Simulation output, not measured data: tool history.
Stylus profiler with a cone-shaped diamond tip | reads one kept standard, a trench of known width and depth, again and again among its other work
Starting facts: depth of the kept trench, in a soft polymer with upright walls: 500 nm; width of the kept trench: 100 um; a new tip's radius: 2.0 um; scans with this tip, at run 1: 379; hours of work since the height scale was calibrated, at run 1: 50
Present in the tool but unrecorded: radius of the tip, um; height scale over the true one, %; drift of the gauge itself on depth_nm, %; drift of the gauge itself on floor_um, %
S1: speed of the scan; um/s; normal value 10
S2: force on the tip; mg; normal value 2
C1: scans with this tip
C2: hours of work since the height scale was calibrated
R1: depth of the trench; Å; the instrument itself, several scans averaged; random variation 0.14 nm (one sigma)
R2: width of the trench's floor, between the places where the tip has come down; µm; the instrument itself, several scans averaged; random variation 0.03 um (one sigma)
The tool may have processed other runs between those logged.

run	hour	S1	S2	C1	C2	R1	R2
1	0	10	2	379	50	5023.3	97.28
2	19.2	10	2	481	64	5025.1	97.24
3	33.9	10	5.43	560	74	5047.3	97.27
4	61.6	10	5.43	707	94	5048	97.2
5	80.7	10	2	808	107	5023.3	97.19
6	102.7	10	2	926	123	5024.4	97.14
7	123.5	10	2	1036	137	5027.4	97.15
8	137.4	12	2	1110	147	5025.6	97.16
9	155.8	12	2	1208	160	5026.3	97.22
10	181.3	12	2	1343	178	5028.2	97.18
11	204.9	10	2	1469	195	5024.5	97.09
12	229	10	1.16	1597	212	5020.3	97.16
13	250.8	10	1.16	1713	227	5017.6	97.17
14	273.7	10	0.79	1835	243	5015.6	97.07
15	296.4	10	0.79	1955	259	5014.5	97.07
16	315	10	1.1	2054	272	5019.2	97.1
17	341.2	2	2	2193	291	5029.2	97.14
18	359.8	2	2	2293	304	5028.6	97.14
19	378.3	2	2	2391	317	5027.6	97.09
20	405.7	2	2	2536	336	5028.9	97.02
21	418.6	10	2	2605	345	5029.4	96.99
22	446	10	2	2751	365	5028	96.97
23	457.8	10	2	2814	373	5028.2	96.95
24	471.7	10	5.26	2887	383	5051.2	97.06
25	489.4	10	5.26	2982	395	5053.7	97.01
26	511.9	25	1.57	3101	411	5027.7	96.87
27	534.8	13	3.39	3223	427	5041.2	96.92
28	549.1	17	5.34	3299	437	5052.1	96.92
29	568.7	37	0.85	3403	451	5016.9	96.67
30	592.4	17	0.72	3529	468	5017.3	96.83
31	605.4	3	1.43	3598	477	5026.6	96.96
32	632.6	3	1.43	3743	496	5024.2	96.97
33	649.8	3	1.43	3834	508	5027	96.96
34	664.8	10	1.78	3914	519	5028.6	96.87
35	682.5	10	1.78	4008	531	5032.5	96.91
36	694.2	16	4.01	4070	540	5043.1	96.92
37	714.2	3	4.51	4177	554	5050	96.92
38	740.4	18	1.72	4316	572	5030.8	96.81
39	767.7	3	2	4462	591	5031	96.91
40	789.3	5	5.38	4576	607	5053.8	96.89
41	807.2	5	1.11	4672	619	5024.8	96.8
42	830.4	29	2	4795	636	5030.7	96.75
43	848.8	29	2	4892	649	5033	96.62
44	874.9	25	1.88	5032	667	5032.5	96.66
45	889.6	17	3.59	5109	677	5046.4	96.78
46	905.7	17	3.59	5195	689	5045.4	96.65
47	932.7	17	2.2	5339	708	5034.7	96.68
48	953.7	17	2.2	5451	723	5034.3	96.71

Some steps in R1 between neighbouring runs. How much of each would the tool show without its hidden state too (settings, what came in, random variation), and how much is left for the hidden state, with any gauge scatter that isn't in both results?
Run 3 -> 4: nothing adjusted, nothing logged. R1 +0.7 Å: hidden state +0.3, all else +0.4.
Run 5 -> 6: nothing adjusted, nothing logged. R1 +1.1 Å: hidden state +0.4, all else +0.7.
Run 9 -> 10: nothing adjusted, nothing logged. R1 +1.9 Å: hidden state +0.3, all else +1.6.
Run 25 -> 26: S1 10 -> 25, S2 5.26 -> 1.57. R1 -26 Å: hidden state +0.2, all else -26.2.
Run 28 -> 29: S1 17 -> 37, S2 5.34 -> 0.85. R1 -35.2 Å: hidden state +0.1, all else -35.3.
Run 40 -> 41: S2 5.38 -> 1.11. R1 -29 Å: hidden state +0.1, all else -29.1.

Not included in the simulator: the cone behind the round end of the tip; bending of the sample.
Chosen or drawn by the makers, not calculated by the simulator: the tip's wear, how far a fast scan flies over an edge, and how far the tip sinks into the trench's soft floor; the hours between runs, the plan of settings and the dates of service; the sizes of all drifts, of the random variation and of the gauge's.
